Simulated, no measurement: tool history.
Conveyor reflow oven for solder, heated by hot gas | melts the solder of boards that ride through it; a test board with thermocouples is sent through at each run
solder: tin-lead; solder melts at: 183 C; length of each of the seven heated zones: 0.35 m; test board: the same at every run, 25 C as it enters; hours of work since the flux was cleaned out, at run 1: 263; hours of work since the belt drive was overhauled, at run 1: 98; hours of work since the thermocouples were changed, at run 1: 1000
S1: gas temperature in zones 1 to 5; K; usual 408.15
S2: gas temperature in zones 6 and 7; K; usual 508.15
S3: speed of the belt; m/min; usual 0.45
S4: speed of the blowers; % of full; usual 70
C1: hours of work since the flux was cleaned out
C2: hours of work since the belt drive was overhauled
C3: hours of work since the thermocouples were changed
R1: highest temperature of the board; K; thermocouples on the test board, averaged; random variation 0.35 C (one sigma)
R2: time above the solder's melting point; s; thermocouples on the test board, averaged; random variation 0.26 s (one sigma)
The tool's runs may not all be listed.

Run 1, hour 0: usual settings; C1 263; C2 98; C3 1000. Result: R1 494.55 K, R2 74 s.
Run 2, hour 35.1: usual settings; C1 279; C2 114; C3 1016. Result: R1 494.25 K, R2 73.5 s.
Run 3, hour 83.1: usual settings; C1 302; C2 136; C3 1039. Result: R1 494.45 K, R2 73.5 s.
At hour 113.8: thermocouples of zones 6 and 7 changed.
Run 4, hour 120.8: usual settings; C1 318; C2 153; C3 3. Result: R1 495.45 K, R2 73.2 s.
Run 5, hour 151: usual settings; C1 332; C2 167; C3 17. Result: R1 494.95 K, R2 73.6 s.
Run 6, hour 195.9: usual settings; C1 353; C2 188; C3 38. Result: R1 495.05 K, R2 73.7 s.
Run 7, hour 229.2: usual settings but S1 413.15 K; C1 368; C2 203; C3 54. Result: R1 495.75 K, R2 75.7 s.
Run 8, hour 272.7: usual settings; C1 389; C2 223; C3 74. Result: R1 494.95 K, R2 73.7 s.
Run 9, hour 326.5: usual settings but S4 55 % of full; C1 414; C2 248; C3 99. Result: R1 491.05 K, R2 69.6 s.
Run 10, hour 351.9: usual settings but S4 57 % of full; C1 425; C2 260; C3 111. Result: R1 492.25 K, R2 70.2 s.
At hour 371.3: flux residue cleaned out of gas plates and filters.
Run 11, hour 412.2: usual settings; C1 19; C2 286; C3 136. Result: R1 494.95 K, R2 73.7 s.
Run 12, hour 460.3: usual settings; C1 41; C2 308; C3 159. Result: R1 494.75 K, R2 73.3 s.
Run 13, hour 513.7: usual settings; C1 66; C2 333; C3 183. Result: R1 495.45 K, R2 74 s.
Run 14, hour 546.5: usual settings; C1 81; C2 348; C3 199. Result: R1 494.85 K, R2 73.8 s.
Run 15, hour 600.5: usual settings; C1 106; C2 373; C3 224. Result: R1 495.05 K, R2 73.7 s.
Run 16, hour 630.8: usual settings but S1 406.15 K, S2 521.15 K, S3 0.498 m/min; C1 120; C2 387; C3 238. Result: R1 502.65 K, R2 70.9 s.
Run 17, hour 681.8: usual settings but S4 85 % of full; C1 144; C2 411; C3 261. Result: R1 497.35 K, R2 75.8 s.
Run 18, hour 708: usual settings but S4 85 % of full; C1 156; C2 423; C3 274. Result: R1 497.85 K, R2 76.2 s.
Run 19, hour 737.1: usual settings but S2 500.15 K; C1 170; C2 437; C3 287. Result: R1 488.35 K, R2 66.9 s.
Run 20, hour 763: usual settings but S1 396.15 K, S2 500.15 K, S3 0.387 m/min; C1 182; C2 449; C3 299. Result: R1 489.95 K, R2 77.5 s.
Run 21, hour 804: usual settings but S2 507.15 K, S3 0.467 m/min; C1 201; C2 468; C3 318. Result: R1 492.45 K, R2 69.3 s.
Run 22, hour 833.1: usual settings but S1 409.15 K, S2 507.15 K; C1 214; C2 481; C3 332. Result: R1 494.65 K, R2 73.1 s.
Run 23, hour 856.9: usual settings but S1 400.15 K, S2 497.15 K, S3 0.414 m/min, S4 68 % of full; C1 225; C2 492; C3 343. Result: R1 486.05 K, R2 68.7 s.
Run 24, hour 895.3: usual settings but S1 411.15 K, S2 497.15 K, S3 0.458 m/min, S4 56 % of full; C1 243; C2 510; C3 360. Result: R1 482.15 K, R2 60.2 s.
Run 25, hour 940: usual settings but S1 414.15 K, S2 509.15 K, S3 0.458 m/min, S4 56 % of full; C1 264; C2 531; C3 381. Result: R1 492.75 K, R2 72.4 s.
Run 26, hour 977.8: usual settings but S1 420.15 K, S2 505.15 K, S3 0.458 m/min, S4 56 % of full; C1 282; C2 549; C3 399. Result: R1 490.55 K, R2 72.7 s.
Run 27, hour 1001.7: usual settings but S1 423.15 K, S3 0.53 m/min, S4 62 % of full; C1 293; C2 560; C3 410. Result: R1 491.35 K, R2 63.9 s.
Run 28, hour 1024.7: usual settings but S1 400.15 K, S2 515.15 K; C1 303; C2 570; C3 421. Result: R1 500.05 K, R2 74.6 s.
Run 29, hour 1066.4: usual settings but S1 400.15 K, S2 515.15 K; C1 323; C2 590; C3 440. Result: R1 500.45 K, R2 74.3 s.
Run 30, hour 1096.9: usual settings but S1 400.15 K, S2 515.15 K; C1 337; C2 604; C3 454. Result: R1 500.25 K, R2 74.8 s.

How the hidden state differs across the entries between the runs, from the last listed run before each to the first after it:
Between runs 3 and 4: thermocouples of zones 6 and 7 changed (hour 113.8)
  true gas temperature in zones 6 and 7 over the reading, C: -0.07 -> 0.01
Between runs 10 and 11: flux residue cleaned out of gas plates and filters (hour 371.3)
  heat that the gas passes to the board, % of a clean oven's: 99.8 -> 100

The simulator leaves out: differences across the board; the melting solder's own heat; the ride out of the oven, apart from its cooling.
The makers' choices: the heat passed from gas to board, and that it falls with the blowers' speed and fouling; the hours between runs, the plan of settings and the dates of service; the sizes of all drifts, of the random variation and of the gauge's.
